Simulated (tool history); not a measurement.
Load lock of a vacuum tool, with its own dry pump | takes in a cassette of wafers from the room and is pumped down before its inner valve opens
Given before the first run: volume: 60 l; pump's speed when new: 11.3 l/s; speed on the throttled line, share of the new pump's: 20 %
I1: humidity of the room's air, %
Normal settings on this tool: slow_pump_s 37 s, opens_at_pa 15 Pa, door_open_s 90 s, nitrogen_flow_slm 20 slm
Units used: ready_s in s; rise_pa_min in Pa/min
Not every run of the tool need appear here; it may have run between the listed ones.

run 1 day=0 | slow_pump_s=37 opens_at_pa=15 door_open_s=90 nitrogen_flow_slm=20 | I1=42.2 | ready_s=76.7 rise_pa_min=0.047
run 2 day=5.762 | slow_pump_s=37 opens_at_pa=15 door_open_s=90 nitrogen_flow_slm=20 | I1=43.5 | ready_s=77.9 rise_pa_min=0.057
run 3 day=8.783 | slow_pump_s=20 opens_at_pa=15 door_open_s=90 nitrogen_flow_slm=20 | I1=43.1 | ready_s=63.8 rise_pa_min=0.048
run 4 day=11.288 | slow_pump_s=20 opens_at_pa=15 door_open_s=90 nitrogen_flow_slm=20 | I1=48.7 | ready_s=63.7 rise_pa_min=0.052
run 5 day=17.033 | slow_pump_s=20 opens_at_pa=15 door_open_s=32 nitrogen_flow_slm=20 | I1=47.2 | ready_s=63.9 rise_pa_min=0.042
run 6 day=20.583 | slow_pump_s=20 opens_at_pa=15 door_open_s=32 nitrogen_flow_slm=20 | I1=43.2 | ready_s=63 rise_pa_min=0.04
run 7 day=23.667 | slow_pump_s=37 opens_at_pa=15 door_open_s=60 nitrogen_flow_slm=20 | I1=42.5 | ready_s=76.3 rise_pa_min=0.047
run 8 day=26.725 | slow_pump_s=37 opens_at_pa=11 door_open_s=90 nitrogen_flow_slm=20 | I1=44.4 | ready_s=78.9 rise_pa_min=0.051
run 9 day=32.025 | slow_pump_s=35 opens_at_pa=21 door_open_s=90 nitrogen_flow_slm=20 | I1=45.9 | ready_s=73.3 rise_pa_min=0.055
run 10 day=35.504 | slow_pump_s=37 opens_at_pa=11 door_open_s=63 nitrogen_flow_slm=12 | I1=44.4 | ready_s=78.4 rise_pa_min=0.058
run 11 day=41.029 | slow_pump_s=37 opens_at_pa=11 door_open_s=63 nitrogen_flow_slm=12 | I1=45.1 | ready_s=78.2 rise_pa_min=0.06
run 12 day=46.05 | slow_pump_s=37 opens_at_pa=14 door_open_s=223 nitrogen_flow_slm=5 | I1=43.7 | ready_s=77.7 rise_pa_min=0.106
run 13 day=50.854 | slow_pump_s=37 opens_at_pa=14 door_open_s=223 nitrogen_flow_slm=5 | I1=42.4 | ready_s=77.1 rise_pa_min=0.106
run 14 day=54.35 | slow_pump_s=36 opens_at_pa=26 door_open_s=90 nitrogen_flow_slm=8 | I1=45.4 | ready_s=73.2 rise_pa_min=0.074
run 15 day=56.825 | slow_pump_s=42 opens_at_pa=22 door_open_s=215 nitrogen_flow_slm=37 | I1=47.2 | ready_s=79.2 rise_pa_min=0.074
run 16 day=61.179 | slow_pump_s=37 opens_at_pa=15 door_open_s=90 nitrogen_flow_slm=7 | I1=43 | ready_s=78 rise_pa_min=0.081

Here are 3 independent what-if runs from the current tool condition. What would each one return?
run A day=65.483 | slow_pump_s=37 opens_at_pa=18 door_open_s=33 nitrogen_flow_slm=20 | I1=44.7 | ready_s=? rise_pa_min=?
run B day=65.483 | slow_pump_s=36 opens_at_pa=15 door_open_s=78 nitrogen_flow_slm=20 | I1=46.5 | ready_s=? rise_pa_min=?
run C day=65.483 | slow_pump_s=37 opens_at_pa=15 door_open_s=90 nitrogen_flow_slm=5 | I1=42.9 | ready_s=? rise_pa_min=?

run=A ready_s=76.7 rise_pa_min=0.056
run=B ready_s=77.5 rise_pa_min=0.071
run=C ready_s=77.3 rise_pa_min=0.077
Stripped of hidden state, with their random variation kept, the same runs would have yielded:
run=A ready_s=75.7 rise_pa_min=0.02
run=B ready_s=76.5 rise_pa_min=0.035
run=C ready_s=76.3 rise_pa_min=0.041

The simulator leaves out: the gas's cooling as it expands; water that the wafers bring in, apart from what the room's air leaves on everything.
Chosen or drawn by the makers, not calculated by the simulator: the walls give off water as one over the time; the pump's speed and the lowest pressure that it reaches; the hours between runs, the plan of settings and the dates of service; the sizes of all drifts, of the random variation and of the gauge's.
